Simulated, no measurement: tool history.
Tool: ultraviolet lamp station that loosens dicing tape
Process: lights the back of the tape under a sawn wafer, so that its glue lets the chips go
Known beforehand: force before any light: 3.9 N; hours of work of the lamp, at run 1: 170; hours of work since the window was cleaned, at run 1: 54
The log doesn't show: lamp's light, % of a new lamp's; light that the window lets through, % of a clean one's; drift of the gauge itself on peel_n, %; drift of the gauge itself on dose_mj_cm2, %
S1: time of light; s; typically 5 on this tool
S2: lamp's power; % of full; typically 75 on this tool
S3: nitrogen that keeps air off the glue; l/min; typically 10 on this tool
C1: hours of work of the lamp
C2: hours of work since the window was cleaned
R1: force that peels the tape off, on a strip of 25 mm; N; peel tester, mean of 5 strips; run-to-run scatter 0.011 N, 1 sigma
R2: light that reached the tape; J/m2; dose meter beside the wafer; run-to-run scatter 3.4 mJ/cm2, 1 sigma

Run 1, day 0: usual settings; C1 170; C2 54. Result: R1 0.548 N, R2 4840 J/m2.
Run 2, day 0.258: usual settings but S3 4 l/min; C1 174; C2 58. Result: R1 0.915 N, R2 4830 J/m2.
Run 3, day 0.562: usual settings but S3 4 l/min; C1 179; C2 63. Result: R1 0.915 N, R2 4780 J/m2.
Run 4, day 1.038: usual settings but S3 4 l/min; C1 186; C2 71. Result: R1 0.93 N, R2 4820 J/m2.
Run 5, day 1.554: usual settings; C1 195; C2 79. Result: R1 0.575 N, R2 4810 J/m2.
Run 6, day 2.075: usual settings; C1 203; C2 88. Result: R1 0.583 N, R2 4760 J/m2.
Run 7, day 2.658: usual settings; C1 212; C2 97. Result: R1 0.588 N, R2 4720 J/m2.
At day 2.717: window cleaned of glue's vapour.
Run 8, day 3.162: usual settings but S3 11 l/min; C1 220; C2 7. Result: R1 0.568 N, R2 4660 J/m2.
Run 9, day 3.417: usual settings but S3 11 l/min; C1 224; C2 11. Result: R1 0.561 N, R2 4600 J/m2.
Run 10, day 3.946: usual settings but S1 7 s, S2 96 % of full, S3 6 l/min; C1 233; C2 20. Result: R1 0.353 N, R2 8210 J/m2.
At day 4.238: window cleaned of glue's vapour, once more.
Run 11, day 4.238: usual settings but S1 7 s, S2 96 % of full, S3 6 l/min; C1 237; C2 0. Result: R1 0.326 N, R2 8550 J/m2.
Run 12, day 4.479: usual settings but S2 73 % of full, S3 3 l/min; C1 241; C2 4. Result: R1 1.078 N, R2 4620 J/m2.
Run 13, day 4.85: usual settings but S2 73 % of full, S3 3 l/min; C1 247; C2 10. Result: R1 1.049 N, R2 4640 J/m2.

4 options for the next run, each taken on its own from the tool as it stands now. Forecast them:
Run A, day 5.379: usual settings but S1 2 s, S2 78 % of full, S3 11 l/min; C1 256; C2 18. Result: R1 ?, R2 ?.
Run B, day 5.379: usual settings but S1 4 s, S2 93 % of full, S3 3 l/min; C1 256; C2 18. Result: R1 ?, R2 ?.
Run C, day 5.379: usual settings but S2 70 % of full, S3 7 l/min; C1 256; C2 18. Result: R1 ?, R2 ?.
Run D, day 5.379: usual settings but S1 4 s; C1 256; C2 18. Result: R1 ?, R2 ?.

run     R1    R2
  A  1.554  1970
  B  1.057  4700
  C  0.771  4400
  D  0.795  3750
With no hidden state in the tool, these same runs would have given:
run     R1    R2
  A  1.375  2260
  B  0.898  5370
  C  0.641  5040
  D  0.661  4290
